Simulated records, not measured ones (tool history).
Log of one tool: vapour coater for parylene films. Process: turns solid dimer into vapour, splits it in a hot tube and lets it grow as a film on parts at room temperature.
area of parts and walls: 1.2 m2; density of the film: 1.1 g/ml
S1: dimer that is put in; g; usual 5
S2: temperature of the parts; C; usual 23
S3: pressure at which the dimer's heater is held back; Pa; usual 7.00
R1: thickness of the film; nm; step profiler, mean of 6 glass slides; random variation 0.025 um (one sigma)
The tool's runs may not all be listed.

{"run": 1, "day": 0.0, "S1": 5, "S2": 23, "S3": 7.0, "R1": 1950}
{"run": 2, "day": 0.542, "S1": 5, "S2": 23, "S3": 7.0, "R1": 1920}
{"run": 3, "day": 1.212, "S1": 5, "S2": 23, "S3": 7.0, "R1": 1940}
{"run": 4, "day": 1.983, "S1": 5, "S2": 23, "S3": 7.0, "R1": 1900}
{"run": 5, "day": 3.008, "S1": 5, "S2": 23, "S3": 7.0, "R1": 1890}
{"run": 6, "day": 3.554, "S1": 5, "S2": 23, "S3": 6.27, "R1": 1880}
{"run": 7, "day": 4.188, "S1": 5, "S2": 19, "S3": 7.0, "R1": 2270}
{"run": 8, "day": 5.238, "S1": 5, "S2": 19, "S3": 7.0, "R1": 2140}
{"run": 9, "day": 5.758, "S1": 5, "S2": 23, "S3": 7.0, "R1": 1870}
{"run": 10, "day": 6.404, "S1": 5, "S2": 23, "S3": 3.46, "R1": 2060}
{"run": 11, "day": 6.904, "S1": 5, "S2": 25, "S3": 7.0, "R1": 1720}
{"run": 12, "day": 7.521, "S1": 5, "S2": 23, "S3": 4.91, "R1": 1980}
{"run": 13, "day": 8.317, "S1": 5, "S2": 23, "S3": 4.91, "R1": 1950}
{"run": 14, "day": 9.004, "S1": 5, "S2": 23, "S3": 4.91, "R1": 1930}
{"run": 15, "day": 10.071, "S1": 5, "S2": 23, "S3": 4.91, "R1": 1950}
{"run": 16, "day": 10.596, "S1": 5, "S2": 23, "S3": 4.91, "R1": 1940}
{"run": 17, "day": 11.508, "S1": 5, "S2": 23, "S3": 4.91, "R1": 1950}
{"run": 18, "day": 12.4, "S1": 5, "S2": 23, "S3": 7.0, "R1": 1880}
{"run": 19, "day": 13.242, "S1": 9, "S2": 23, "S3": 7.0, "R1": 3350}
{"run": 20, "day": 13.75, "S1": 9, "S2": 23, "S3": 7.0, "R1": 3330}
{"run": 21, "day": 14.721, "S1": 2, "S2": 23, "S3": 7.0, "R1": 760}
{"run": 22, "day": 15.375, "S1": 5, "S2": 33, "S3": 7.0, "R1": 1300}
{"run": 23, "day": 16.129, "S1": 5, "S2": 23, "S3": 7.0, "R1": 1840}
{"run": 24, "day": 17.225, "S1": 2, "S2": 23, "S3": 7.0, "R1": 690}
{"run": 25, "day": 17.912, "S1": 8, "S2": 19, "S3": 10.11, "R1": 3190}
{"run": 26, "day": 18.521, "S1": 8, "S2": 19, "S3": 10.11, "R1": 3160}
{"day": 19.188, "done": "trap's valve overhauled"}
{"run": 27, "day": 19.238, "S1": 3, "S2": 23, "S3": 11.78, "R1": 1070}
{"run": 28, "day": 19.85, "S1": 6, "S2": 23, "S3": 10.81, "R1": 2190}
{"run": 29, "day": 21.038, "S1": 5, "S2": 19, "S3": 2.26, "R1": 2570}
{"run": 30, "day": 22.171, "S1": 5, "S2": 19, "S3": 2.26, "R1": 2550}
{"run": 31, "day": 22.9, "S1": 2, "S2": 31, "S3": 5.26, "R1": 590}
{"run": 32, "day": 23.879, "S1": 2, "S2": 31, "S3": 5.26, "R1": 590}
{"run": 33, "day": 24.721, "S1": 4, "S2": 16, "S3": 4.03, "R1": 2070}
{"run": 34, "day": 25.375, "S1": 7, "S2": 32, "S3": 6.43, "R1": 1970}
{"run": 35, "day": 26.262, "S1": 6, "S2": 21, "S3": 7.0, "R1": 2420}
{"run": 36, "day": 26.862, "S1": 3, "S2": 17, "S3": 2.81, "R1": 1590}
{"run": 37, "day": 27.596, "S1": 5, "S2": 23, "S3": 4.7, "R1": 1980}
{"run": 38, "day": 28.771, "S1": 5, "S2": 23, "S3": 4.7, "R1": 1930}
{"run": 39, "day": 29.35, "S1": 8, "S2": 20, "S3": 4.7, "R1": 3540}
{"run": 40, "day": 30.308, "S1": 8, "S2": 20, "S3": 4.7, "R1": 3510}
{"run": 41, "day": 31.1, "S1": 2, "S2": 31, "S3": 2.48, "R1": 650}
{"run": 42, "day": 32.117, "S1": 2, "S2": 31, "S3": 2.48, "R1": 610}
{"run": 43, "day": 33.183, "S1": 5, "S2": 24, "S3": 2.08, "R1": 2100}
{"run": 44, "day": 33.996, "S1": 5, "S2": 18, "S3": 2.84, "R1": 2470}
{"run": 45, "day": 34.483, "S1": 5, "S2": 18, "S3": 2.84, "R1": 2460}
{"run": 46, "day": 35.217, "S1": 5, "S2": 18, "S3": 2.84, "R1": 2450}
{"run": 47, "day": 36.142, "S1": 4, "S2": 28, "S3": 4.57, "R1": 1300}

Forecast each of these 3 alternatives for the next run:
{"run": "A", "day": 37.188, "S1": 8, "S2": 30, "S3": 7.0, "R1": "?"}
{"run": "B", "day": 37.188, "S1": 4, "S2": 28, "S3": 9.11, "R1": "?"}
{"run": "C", "day": 37.188, "S1": 6, "S2": 21, "S3": 7.0, "R1": "?"}

run=A R1=2280
run=B R1=1190
run=C R1=2360
Without the tool's hidden state the same runs would have given:
run=A R1=2480
run=B R1=1290
run=C R1=2560
